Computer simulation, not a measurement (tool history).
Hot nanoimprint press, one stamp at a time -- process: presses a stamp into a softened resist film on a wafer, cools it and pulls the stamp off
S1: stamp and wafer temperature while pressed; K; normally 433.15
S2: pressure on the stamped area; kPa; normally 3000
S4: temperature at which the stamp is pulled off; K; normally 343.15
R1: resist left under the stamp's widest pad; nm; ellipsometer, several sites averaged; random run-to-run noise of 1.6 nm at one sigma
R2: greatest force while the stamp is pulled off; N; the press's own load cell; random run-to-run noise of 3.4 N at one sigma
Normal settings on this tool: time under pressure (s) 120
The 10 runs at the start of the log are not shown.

{"run": 11, "hour": 89.0, "S1": 433.15, "S2": 3000, "time under pressure (s)": 120, "S4": 350.15, "R1": 272.7, "R2": 155}
{"run": 12, "hour": 97.8, "S1": 433.15, "S2": 3000, "time under pressure (s)": 120, "S4": 350.15, "R1": 275.8, "R2": 153}
{"run": 13, "hour": 110.9, "S1": 433.15, "S2": 2620, "time under pressure (s)": 120, "S4": 343.15, "R1": 293.8, "R2": 183}
{"run": 14, "hour": 123.8, "S1": 433.15, "S2": 2620, "time under pressure (s)": 120, "S4": 343.15, "R1": 292.2, "R2": 178}
{"run": 15, "hour": 134.1, "S1": 433.15, "S2": 2620, "time under pressure (s)": 120, "S4": 329.15, "R1": 291.1, "R2": 235}
{"run": 16, "hour": 142.6, "S1": 423.15, "S2": 4060, "time under pressure (s)": 175, "S4": 343.15, "R1": 345.8, "R2": 186}
{"run": 17, "hour": 149.1, "S1": 430.15, "S2": 4060, "time under pressure (s)": 175, "S4": 343.15, "R1": 237.9, "R2": 187}
{"run": 18, "hour": 162.0, "S1": 430.15, "S2": 4200, "time under pressure (s)": 62, "S4": 344.15, "R1": 355.7, "R2": 179}
{"run": 19, "hour": 173.6, "S1": 425.15, "S2": 2340, "time under pressure (s)": 91, "S4": 340.15, "R1": 474.0, "R2": 195}
{"run": 20, "hour": 184.1, "S1": 425.15, "S2": 2340, "time under pressure (s)": 91, "S4": 340.15, "R1": 477.1, "R2": 196}
{"run": 21, "hour": 192.7, "S1": 438.15, "S2": 3000, "time under pressure (s)": 202, "S4": 343.15, "R1": 169.7, "R2": 191}
{"run": 22, "hour": 200.7, "S1": 438.15, "S2": 2840, "time under pressure (s)": 91, "S4": 331.15, "R1": 251.7, "R2": 233}
{"run": 23, "hour": 209.7, "S1": 439.15, "S2": 3000, "time under pressure (s)": 120, "S4": 343.15, "R1": 207.2, "R2": 190}
{"run": 24, "hour": 216.6, "S1": 439.15, "S2": 3000, "time under pressure (s)": 120, "S4": 343.15, "R1": 207.1, "R2": 186}
{"run": 25, "hour": 228.1, "S1": 439.15, "S2": 3000, "time under pressure (s)": 120, "S4": 343.15, "R1": 210.8, "R2": 198}
{"run": 26, "hour": 240.3, "S1": 433.15, "S2": 4400, "time under pressure (s)": 111, "S4": 332.15, "R1": 241.4, "R2": 232}
{"run": 27, "hour": 253.6, "S1": 433.15, "S2": 3000, "time under pressure (s)": 120, "S4": 343.15, "R1": 278.5, "R2": 197}
{"run": 28, "hour": 261.9, "S1": 433.15, "S2": 3000, "time under pressure (s)": 168, "S4": 343.15, "R1": 245.5, "R2": 190}
{"run": 29, "hour": 268.4, "S1": 426.15, "S2": 3000, "time under pressure (s)": 67, "S4": 343.15, "R1": 469.1, "R2": 190}

Forecast run 30:
{"run": 30, "hour": 279.0, "S1": 433.15, "S2": 3000, "time under pressure (s)": 120, "S4": 346.15, "R1": "?", "R2": "?"}

Logged for run 30: R1 278.7 nm, R2 178 N.
On a tool with no hidden condition, and with the same random variation, this run would have come out at R1 260.5 nm, R2 151 N.
